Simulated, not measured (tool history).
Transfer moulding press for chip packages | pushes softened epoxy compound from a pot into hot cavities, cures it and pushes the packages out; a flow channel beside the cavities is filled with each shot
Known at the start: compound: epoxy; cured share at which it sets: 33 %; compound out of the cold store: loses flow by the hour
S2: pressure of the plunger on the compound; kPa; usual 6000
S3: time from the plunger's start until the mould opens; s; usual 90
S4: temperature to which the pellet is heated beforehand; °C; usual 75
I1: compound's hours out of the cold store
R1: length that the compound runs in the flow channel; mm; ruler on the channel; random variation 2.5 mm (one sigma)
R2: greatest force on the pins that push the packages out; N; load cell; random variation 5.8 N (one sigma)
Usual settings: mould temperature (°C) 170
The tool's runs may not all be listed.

Run 1, hour 0: usual settings; I1 36.8. Result: R1 637 mm, R2 387 N.
At hour 27.7: cavities cleaned with cleaning compound and waxed.
Run 2, hour 71.8: usual settings but S4 65 °C; I1 29.2. Result: R1 662 mm, R2 324 N.
At hour 131.6: cavities cleaned with cleaning compound and waxed.
Run 3, hour 140: usual settings but S4 65 °C; I1 27.8. Result: R1 662 mm, R2 240 N.
Run 4, hour 193.9: usual settings but S4 65 °C; I1 39.3. Result: R1 621 mm, R2 357 N.
At hour 237.1: cavities cleaned with cleaning compound and waxed.
Run 5, hour 278.5: usual settings but S4 65 °C; I1 15.9. Result: R1 686 mm, R2 329 N.
At hour 296.4: mould's thermocouples calibrated.
Run 6, hour 327.7: usual settings but S4 65 °C; I1 41.4. Result: R1 608 mm, R2 391 N.
At hour 344.9: cavities cleaned with cleaning compound and waxed.
At hour 370.2: plunger's sealing rings changed.
Run 7, hour 419.7: usual settings but S2 7060 kPa, S4 65 °C; I1 33.2. Result: R1 706 mm, R2 387 N.
At hour 452.6: cavities cleaned with cleaning compound and waxed.
Run 8, hour 484.1: usual settings but S2 7060 kPa, S4 65 °C; I1 37.9. Result: R1 690 mm, R2 312 N.
Run 9, hour 539.3: usual settings but S2 7060 kPa, S4 65 °C; I1 25.1. Result: R1 718 mm, R2 392 N.
At hour 556.7: cavities cleaned with cleaning compound and waxed.
Run 10, hour 587.4: usual settings but S2 7060 kPa, S3 84 s, S4 65 °C; I1 35.1. Result: R1 691 mm, R2 336 N.
At hour 665.7: cavities cleaned with cleaning compound and waxed.
Run 11, hour 665.7: usual settings but S2 5120 kPa, S3 120 s, S4 81 °C; I1 38.7. Result: R1 573 mm, R2 178 N.
Run 12, hour 712.2: usual settings but mould temperature (°C) 174, S2 4940 kPa, S3 77 s, S4 74 °C; I1 8.9. Result: R1 630 mm, R2 355 N.
At hour 740.8: plunger's sealing rings changed.
Run 13, hour 766: usual settings but mould temperature (°C) 174, S2 4940 kPa, S3 74 s, S4 74 °C; I1 22.3. Result: R1 613 mm, R2 471 N.
At hour 774.7: cavities cleaned with cleaning compound and waxed.
Run 14, hour 823: usual settings but mould temperature (°C) 168, S2 6560 kPa; I1 43.4. Result: R1 650 mm, R2 356 N.
At hour 878.6: cavities cleaned with cleaning compound and waxed.
Run 15, hour 889.5: usual settings but mould temperature (°C) 172, S3 89 s; I1 25.8. Result: R1 663 mm, R2 243 N.
Run 16, hour 959.7: usual settings but mould temperature (°C) 172, S3 89 s; I1 12.7. Result: R1 697 mm, R2 386 N.
At hour 985: cavities cleaned with cleaning compound and waxed.
Run 17, hour 1032.8: usual settings but mould temperature (°C) 168, S2 4930 kPa, S3 105 s; I1 46.6. Result: R1 545 mm, R2 320 N.

Forecast run 18:
At hour 1091: cavities cleaned with cleaning compound and waxed.
At hour 1114.3: plunger's sealing rings changed.
Run 18, hour 1114.7: usual settings but S2 6900 kPa; I1 37.8. Result: R1 ?, R2 ?.

Run 18 gave R1 681 mm, R2 270 N.
Without the tool's hidden state the same run would have given R1 685 mm, R2 199 N.
